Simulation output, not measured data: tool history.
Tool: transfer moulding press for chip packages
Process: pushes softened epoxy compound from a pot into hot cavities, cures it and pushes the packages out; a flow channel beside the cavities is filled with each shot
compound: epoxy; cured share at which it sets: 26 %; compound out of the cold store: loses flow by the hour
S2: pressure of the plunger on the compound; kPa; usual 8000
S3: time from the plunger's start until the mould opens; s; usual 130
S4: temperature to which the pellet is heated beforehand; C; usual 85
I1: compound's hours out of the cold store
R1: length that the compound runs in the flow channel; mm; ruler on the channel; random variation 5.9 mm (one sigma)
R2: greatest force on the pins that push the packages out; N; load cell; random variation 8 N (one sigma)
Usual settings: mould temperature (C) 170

{"run": 1, "hour": 0.0, "mould temperature (C)": 170, "S2": 8000, "S3": 130, "S4": 85, "I1": 13.0, "R1": 702, "R2": 725}
{"hour": 17.4, "done": "cavities cleaned with cleaning compound and waxed"}
{"run": 2, "hour": 54.3, "mould temperature (C)": 170, "S2": 8000, "S3": 130, "S4": 85, "I1": 28.3, "R1": 666, "R2": 606}
{"run": 3, "hour": 86.2, "mould temperature (C)": 170, "S2": 8000, "S3": 130, "S4": 85, "I1": 43.7, "R1": 633, "R2": 674}
{"hour": 116.4, "done": "cavities cleaned with cleaning compound and waxed"}
{"run": 4, "hour": 134.9, "mould temperature (C)": 170, "S2": 8000, "S3": 154, "S4": 85, "I1": 35.9, "R1": 640, "R2": 489}
{"run": 5, "hour": 179.3, "mould temperature (C)": 170, "S2": 8000, "S3": 141, "S4": 85, "I1": 29.5, "R1": 649, "R2": 652}
{"hour": 217.1, "done": "cavities cleaned with cleaning compound and waxed"}
{"run": 6, "hour": 252.6, "mould temperature (C)": 170, "S2": 8000, "S3": 141, "S4": 85, "I1": 19.5, "R1": 669, "R2": 591}
{"run": 7, "hour": 285.9, "mould temperature (C)": 170, "S2": 8000, "S3": 141, "S4": 85, "I1": 12.5, "R1": 690, "R2": 661}
{"hour": 314.5, "done": "cavities cleaned with cleaning compound and waxed"}
{"run": 8, "hour": 338.0, "mould temperature (C)": 170, "S2": 8000, "S3": 141, "S4": 85, "I1": 25.3, "R1": 656, "R2": 493}
{"run": 9, "hour": 390.1, "mould temperature (C)": 170, "S2": 7410, "S3": 130, "S4": 85, "I1": 12.9, "R1": 655, "R2": 714}
{"hour": 414.9, "done": "cavities cleaned with cleaning compound and waxed"}
{"hour": 452.7, "done": "plunger's sealing rings changed"}
{"run": 10, "hour": 465.1, "mould temperature (C)": 170, "S2": 8000, "S3": 134, "S4": 85, "I1": 26.0, "R1": 696, "R2": 628}
{"hour": 515.8, "done": "cavities cleaned with cleaning compound and waxed"}
{"run": 11, "hour": 525.2, "mould temperature (C)": 170, "S2": 8000, "S3": 134, "S4": 85, "I1": 24.3, "R1": 695, "R2": 442}
{"run": 12, "hour": 596.4, "mould temperature (C)": 170, "S2": 8000, "S3": 130, "S4": 91, "I1": 29.9, "R1": 679, "R2": 738}
{"hour": 614.9, "done": "cavities cleaned with cleaning compound and waxed"}
{"run": 13, "hour": 666.5, "mould temperature (C)": 170, "S2": 8000, "S3": 114, "S4": 85, "I1": 20.9, "R1": 691, "R2": 731}
{"hour": 712.0, "done": "cavities cleaned with cleaning compound and waxed"}
{"run": 14, "hour": 713.3, "mould temperature (C)": 170, "S2": 8000, "S3": 114, "S4": 85, "I1": 28.7, "R1": 675, "R2": 408}
{"run": 15, "hour": 744.5, "mould temperature (C)": 170, "S2": 7630, "S3": 147, "S4": 85, "I1": 10.3, "R1": 704, "R2": 534}
{"run": 16, "hour": 799.4, "mould temperature (C)": 170, "S2": 7630, "S3": 116, "S4": 85, "I1": 17.9, "R1": 680, "R2": 762}
{"hour": 814.4, "done": "cavities cleaned with cleaning compound and waxed"}
{"hour": 846.4, "done": "mould's thermocouples calibrated"}
{"run": 17, "hour": 876.6, "mould temperature (C)": 164, "S2": 7970, "S3": 138, "S4": 79, "I1": 29.7, "R1": 681, "R2": 781}
{"hour": 915.7, "done": "cavities cleaned with cleaning compound and waxed"}
{"run": 18, "hour": 947.3, "mould temperature (C)": 173, "S2": 7440, "S3": 130, "S4": 78, "I1": 19.5, "R1": 650, "R2": 553}
{"run": 19, "hour": 989.8, "mould temperature (C)": 166, "S2": 7440, "S3": 144, "S4": 89, "I1": 45.3, "R1": 601, "R2": 697}
{"hour": 1015.2, "done": "cavities cleaned with cleaning compound and waxed"}
{"run": 20, "hour": 1055.3, "mould temperature (C)": 166, "S2": 7440, "S3": 144, "S4": 89, "I1": 34.3, "R1": 621, "R2": 630}
{"run": 21, "hour": 1099.2, "mould temperature (C)": 177, "S2": 7100, "S3": 130, "S4": 85, "I1": 9.9, "R1": 638, "R2": 660}
{"hour": 1118.0, "done": "cavities cleaned with cleaning compound and waxed"}
{"run": 22, "hour": 1151.8, "mould temperature (C)": 173, "S2": 8000, "S3": 130, "S4": 85, "I1": 25.2, "R1": 657, "R2": 532}
{"run": 23, "hour": 1188.8, "mould temperature (C)": 170, "S2": 7780, "S3": 121, "S4": 95, "I1": 41.8, "R1": 605, "R2": 727}
{"hour": 1215.7, "done": "cavities cleaned with cleaning compound and waxed"}
{"run": 24, "hour": 1260.0, "mould temperature (C)": 170, "S2": 7120, "S3": 146, "S4": 94, "I1": 17.9, "R1": 615, "R2": 640}
{"hour": 1307.4, "done": "plunger's sealing rings changed"}
{"run": 25, "hour": 1311.4, "mould temperature (C)": 163, "S2": 7220, "S3": 130, "S4": 85, "I1": 23.5, "R1": 685, "R2": 1008}
{"hour": 1319.3, "done": "cavities cleaned with cleaning compound and waxed"}
{"run": 26, "hour": 1357.6, "mould temperature (C)": 170, "S2": 8000, "S3": 119, "S4": 75, "I1": 42.5, "R1": 651, "R2": 682}
{"run": 27, "hour": 1396.8, "mould temperature (C)": 170, "S2": 8000, "S3": 117, "S4": 85, "I1": 34.5, "R1": 662, "R2": 757}

Forecast each of these 3 alternatives for the next run:
{"hour": 1420.3, "done": "cavities cleaned with cleaning compound and waxed"}
{"run": "A", "hour": 1437.3, "mould temperature (C)": 173, "S2": 7350, "S3": 117, "S4": 82, "I1": 15.9, "R1": "?", "R2": "?"}
{"hour": 1420.3, "done": "cavities cleaned with cleaning compound and waxed"}
{"run": "B", "hour": 1437.3, "mould temperature (C)": 167, "S2": 8000, "S3": 130, "S4": 85, "I1": 14.5, "R1": "?", "R2": "?"}
{"hour": 1420.3, "done": "cavities cleaned with cleaning compound and waxed"}
{"run": "C", "hour": 1437.3, "mould temperature (C)": 170, "S2": 9560, "S3": 130, "S4": 95, "I1": 34.2, "R1": "?", "R2": "?"}

run=A R1=680 R2=492
run=B R1=722 R2=525
run=C R1=729 R2=476
Without the tool's hidden state the same runs would have given:
run=A R1=690 R2=351
run=B R1=732 R2=377
run=C R1=739 R2=340
